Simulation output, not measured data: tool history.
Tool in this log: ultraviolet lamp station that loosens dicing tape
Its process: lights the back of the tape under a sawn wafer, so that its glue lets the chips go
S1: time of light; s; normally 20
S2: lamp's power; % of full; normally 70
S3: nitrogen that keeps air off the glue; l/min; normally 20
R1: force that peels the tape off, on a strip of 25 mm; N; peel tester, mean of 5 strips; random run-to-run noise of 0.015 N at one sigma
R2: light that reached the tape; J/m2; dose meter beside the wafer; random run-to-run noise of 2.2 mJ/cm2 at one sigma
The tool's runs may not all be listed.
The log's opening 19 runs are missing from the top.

| run | hour | S1 | S2 | S3 | R1 | R2 |
|---|---|---|---|---|---|---|
| 20 | 248.5 | 36 | 70 | 20 | 0.467 | 2680 |
| 21 | 259.0 | 36 | 70 | 20 | 0.482 | 2660 |
| 22 | 277.1 | 20 | 70 | 20 | 1.097 | 1470 |
| 23 | 290.7 | 20 | 70 | 20 | 1.157 | 1450 |
| 24 | 310.1 | 36 | 70 | 24 | 0.461 | 2610 |
| 25 | 321.6 | 36 | 70 | 24 | 0.457 | 2630 |
| 26 | 338.0 | 36 | 73 | 24 | 0.453 | 2700 |
| 27 | 354.9 | 36 | 73 | 24 | 0.423 | 2610 |
|  | 363.1 | window cleaned of glue's vapour |
| 28 | 369.3 | 36 | 73 | 24 | 0.419 | 2840 |
| 29 | 388.2 | 36 | 73 | 24 | 0.423 | 2740 |
| 30 | 408.4 | 14 | 73 | 38 | 1.284 | 1050 |
| 31 | 420.1 | 14 | 73 | 38 | 1.306 | 1090 |
| 32 | 430.2 | 19 | 70 | 17 | 1.245 | 1410 |
| 33 | 447.1 | 16 | 67 | 20 | 1.426 | 1110 |
| 34 | 464.6 | 10 | 66 | 27 | 2.064 | 680 |
| 35 | 479.1 | 10 | 66 | 8 | 2.548 | 720 |
| 36 | 499.6 | 10 | 66 | 8 | 2.568 | 660 |
| 37 | 515.6 | 29 | 99 | 10 | 0.601 | 2840 |
| 38 | 530.5 | 29 | 99 | 10 | 0.634 | 2860 |
| 39 | 541.4 | 29 | 99 | 10 | 0.615 | 2820 |
| 40 | 558.8 | 29 | 93 | 29 | 0.427 | 2630 |
|  | 575.6 | lamp changed |
| 41 | 578.3 | 29 | 93 | 29 | 0.262 | 3680 |
| 42 | 598.6 | 19 | 89 | 17 | 0.643 | 2310 |
| 43 | 614.1 | 20 | 61 | 20 | 0.955 | 1690 |
| 44 | 629.0 | 22 | 62 | 38 | 0.654 | 1810 |

Here are 3 independent what-if runs from the current tool condition. What would each one return?
| A | 644.8 | 20 | 77 | 20 | ? | ? |
| B | 644.8 | 15 | 61 | 38 | ? | ? |
| C | 644.8 | 22 | 78 | 10 | ? | ? |

| run | R1 | R2 |
|---|---|---|
| A | 0.720 | 2040 |
| B | 1.123 | 1240 |
| C | 0.836 | 2270 |
Take away the tool's hidden state, keep each run's random variation, and the runs would have read:
| run | R1 | R2 |
|---|---|---|
| A | 0.644 | 2200 |
| B | 1.025 | 1330 |
| C | 0.752 | 2450 |
